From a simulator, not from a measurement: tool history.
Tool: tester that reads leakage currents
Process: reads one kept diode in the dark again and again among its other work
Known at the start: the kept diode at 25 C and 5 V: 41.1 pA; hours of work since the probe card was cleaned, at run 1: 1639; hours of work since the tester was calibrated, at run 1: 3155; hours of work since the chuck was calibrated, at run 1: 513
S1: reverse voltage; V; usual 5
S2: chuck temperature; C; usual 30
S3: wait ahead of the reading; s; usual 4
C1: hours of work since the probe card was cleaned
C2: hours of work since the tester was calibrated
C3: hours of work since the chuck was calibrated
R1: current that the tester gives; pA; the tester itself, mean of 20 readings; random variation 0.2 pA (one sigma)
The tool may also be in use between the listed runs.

{"run": 1, "hour": 0.0, "S1": 5, "S2": 30, "S3": 4, "C1": 1639, "C2": 3155, "C3": 513, "R1": 71.06}
{"run": 2, "hour": 205.2, "S1": 5, "S2": 30, "S3": 4, "C1": 1762, "C2": 3278, "C3": 637, "R1": 71.75}
{"hour": 287.5, "done": "probe card cleaned and baked"}
{"run": 3, "hour": 345.1, "S1": 5, "S2": 30, "S3": 7.33, "C1": 35, "C2": 3360, "C3": 719, "R1": 69.49}
{"run": 4, "hour": 433.3, "S1": 5, "S2": 30, "S3": 7.33, "C1": 88, "C2": 3413, "C3": 772, "R1": 69.64}
{"run": 5, "hour": 557.3, "S1": 5, "S2": 30, "S3": 7.33, "C1": 162, "C2": 3488, "C3": 847, "R1": 70.04}
{"run": 6, "hour": 702.1, "S1": 5, "S2": 30, "S3": 7.33, "C1": 249, "C2": 3575, "C3": 934, "R1": 70.26}
{"run": 7, "hour": 809.2, "S1": 5, "S2": 30, "S3": 4, "C1": 314, "C2": 3640, "C3": 998, "R1": 70.6}
{"run": 8, "hour": 966.4, "S1": 5, "S2": 30, "S3": 4, "C1": 408, "C2": 3734, "C3": 1093, "R1": 71.41}
{"run": 9, "hour": 1136.5, "S1": 2.6, "S2": 30, "S3": 4, "C1": 511, "C2": 3837, "C3": 1195, "R1": 52.27}
{"run": 10, "hour": 1225.5, "S1": 2.6, "S2": 30, "S3": 4, "C1": 564, "C2": 3890, "C3": 1249, "R1": 52.36}
{"run": 11, "hour": 1353.6, "S1": 1.27, "S2": 22, "S3": 3.66, "C1": 641, "C2": 3967, "C3": 1326, "R1": 18.3}
{"hour": 1449.7, "done": "tester calibrated"}
{"run": 12, "hour": 1523.9, "S1": 6.12, "S2": 25, "S3": 4.01, "C1": 743, "C2": 45, "C3": 1427, "R1": 52.56}
{"run": 13, "hour": 1721.1, "S1": 6.16, "S2": 23, "S3": 4, "C1": 861, "C2": 163, "C3": 1546, "R1": 45.01}
{"hour": 1837.1, "done": "tester calibrated, once more"}
{"run": 14, "hour": 1926.2, "S1": 2.63, "S2": 52, "S3": 4, "C1": 983, "C2": 54, "C3": 1668, "R1": 316.13}
{"run": 15, "hour": 2030.8, "S1": 2.63, "S2": 52, "S3": 4, "C1": 1046, "C2": 117, "C3": 1731, "R1": 317.05}
{"run": 16, "hour": 2135.0, "S1": 2.08, "S2": 52, "S3": 1.24, "C1": 1109, "C2": 179, "C3": 1794, "R1": 284.66}
{"run": 17, "hour": 2281.3, "S1": 2.08, "S2": 52, "S3": 1.24, "C1": 1197, "C2": 267, "C3": 1882, "R1": 285.18}
{"run": 18, "hour": 2427.5, "S1": 5.99, "S2": 52, "S3": 1.24, "C1": 1285, "C2": 355, "C3": 1970, "R1": 477.96}
{"run": 19, "hour": 2587.6, "S1": 1.31, "S2": 36, "S3": 5.44, "C1": 1381, "C2": 452, "C3": 2066, "R1": 64.4}

4 ways to go on from here, each from the tool as it stands after run 19. What would each give?
{"run": "A", "hour": 2741.9, "S1": 5, "S2": 30, "S3": 2.97, "C1": 1474, "C2": 544, "C3": 2159, "R1": "?"}
{"run": "B", "hour": 2741.9, "S1": 1.31, "S2": 21, "S3": 0.31, "C1": 1474, "C2": 544, "C3": 2159, "R1": "?"}
{"run": "C", "hour": 2741.9, "S1": 5, "S2": 25, "S3": 0.61, "C1": 1474, "C2": 544, "C3": 2159, "R1": "?"}
{"run": "D", "hour": 2741.9, "S1": 9.59, "S2": 30, "S3": 4, "C1": 1474, "C2": 544, "C3": 2159, "R1": "?"}

run=A R1=75.25
run=B R1=17.88
run=C R1=49.44
run=D R1=103.32
Without the tool's hidden state the same runs would have given:
run=A R1=64.85
run=B R1=15.28
run=C R1=41.77
run=D R1=87.92

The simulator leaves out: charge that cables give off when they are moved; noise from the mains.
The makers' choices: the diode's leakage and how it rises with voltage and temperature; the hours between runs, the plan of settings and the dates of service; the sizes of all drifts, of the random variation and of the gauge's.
